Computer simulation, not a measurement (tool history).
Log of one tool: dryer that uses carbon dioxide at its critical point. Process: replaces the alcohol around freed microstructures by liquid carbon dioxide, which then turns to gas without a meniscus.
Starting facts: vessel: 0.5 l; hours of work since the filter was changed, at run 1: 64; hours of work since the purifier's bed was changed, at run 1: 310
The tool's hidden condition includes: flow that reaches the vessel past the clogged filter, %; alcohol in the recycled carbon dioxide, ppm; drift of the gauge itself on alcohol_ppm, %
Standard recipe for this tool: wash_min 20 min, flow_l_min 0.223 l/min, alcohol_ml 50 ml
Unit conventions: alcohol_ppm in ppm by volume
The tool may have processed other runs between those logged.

| run | hour | wash_min | flow_l_min | alcohol_ml | hours of work since the filter was changed | hours of work since the purifier's bed was changed | alcohol_ppm |
|---|---|---|---|---|---|---|---|
| 1 | 0 | 20 | 0.223 | 50 | 64 | 310 | 200 |
| 2 | 53.3 | 20 | 0.344 | 50 | 104 | 350 | 79 |
| 3 | 112.8 | 20 | 0.344 | 50 | 148 | 394 | 89 |
|  | 138.3 | inlet filter changed |
| 4 | 149.9 | 20 | 0.344 | 50 | 9 | 421 | 83 |
| 5 | 184.2 | 20 | 0.223 | 50 | 34 | 446 | 207 |
| 6 | 240 | 24 | 0.223 | 50 | 76 | 488 | 135 |
| 7 | 290.2 | 12 | 0.223 | 50 | 113 | 525 | 2586 |
| 8 | 324.5 | 12 | 0.223 | 50 | 138 | 551 | 2906 |
|  | 363 | inlet filter changed |
| 9 | 374.3 | 12 | 0.223 | 50 | 8 | 587 | 1691 |
| 10 | 419.8 | 12 | 0.223 | 50 | 42 | 621 | 1967 |
| 11 | 458.5 | 12 | 0.223 | 50 | 71 | 649 | 2130 |
| 12 | 510.1 | 12 | 0.223 | 50 | 109 | 688 | 2522 |
| 13 | 556 | 12 | 0.223 | 50 | 143 | 722 | 2943 |
|  | 585.8 | inlet filter changed |
| 14 | 608.3 | 12 | 0.223 | 50 | 17 | 760 | 1772 |
| 15 | 662.2 | 12 | 0.223 | 50 | 57 | 800 | 2125 |
| 16 | 725 | 12 | 0.223 | 50 | 103 | 847 | 2596 |
| 17 | 773.6 | 12 | 0.223 | 50 | 139 | 883 | 3018 |
|  | 808 | inlet filter changed |
| 18 | 837.8 | 23 | 0.192 | 34 | 22 | 930 | 263 |
| 19 | 882.5 | 23 | 0.37 | 37 | 55 | 963 | 191 |
| 20 | 947.5 | 12 | 0.241 | 26 | 104 | 1011 | 1054 |
| 21 | 978.1 | 12 | 0.241 | 26 | 126 | 1034 | 1246 |
| 22 | 1025.8 | 18 | 0.32 | 69 | 162 | 1069 | 291 |
|  | 1034.4 | inlet filter changed |
| 23 | 1062.2 | 18 | 0.32 | 69 | 21 | 1096 | 231 |
| 24 | 1116.6 | 17 | 0.136 | 50 | 61 | 1136 | 3840 |
| 25 | 1169.9 | 19 | 0.223 | 50 | 101 | 1176 | 499 |
| 26 | 1197.3 | 31 | 0.187 | 42 | 121 | 1196 | 267 |
|  | 1258.8 | inlet filter changed |
| 27 | 1258.8 | 13 | 0.187 | 42 | 0 | 1241 | 2091 |
| 28 | 1317.5 | 18 | 0.165 | 50 | 44 | 1284 | 1447 |
| 29 | 1353.3 | 18 | 0.264 | 117 | 70 | 1311 | 460 |
| 30 | 1407.6 | 20 | 0.252 | 32 | 110 | 1351 | 314 |
| 31 | 1459.8 | 25 | 0.26 | 72 | 149 | 1390 | 291 |
|  | 1484.7 | inlet filter changed |
| 32 | 1517.1 | 24 | 0.307 | 55 | 24 | 1432 | 258 |

Had the tool no unlogged condition, and each run kept its random variation, what would the results have been?
| run | alcohol_ppm |
|---|---|
| 1 | 94 |
| 2 | 10 |
| 3 | 7 |
| 4 | 5 |
| 5 | 95 |
| 6 | 21 |
| 7 | 1475 |
| 8 | 1476 |
| 9 | 1518 |
| 10 | 1529 |
| 11 | 1455 |
| 12 | 1476 |
| 13 | 1497 |
| 14 | 1480 |
| 15 | 1495 |
| 16 | 1491 |
| 17 | 1471 |
| 18 | 76 |
| 19 | 13 |
| 20 | 524 |
| 21 | 558 |
| 22 | 28 |
| 23 | 26 |
| 24 | 2820 |
| 25 | 134 |
| 26 | 20 |
| 27 | 1847 |
| 28 | 973 |
| 29 | 128 |
| 30 | 29 |
| 31 | 9 |
| 32 | 1 |
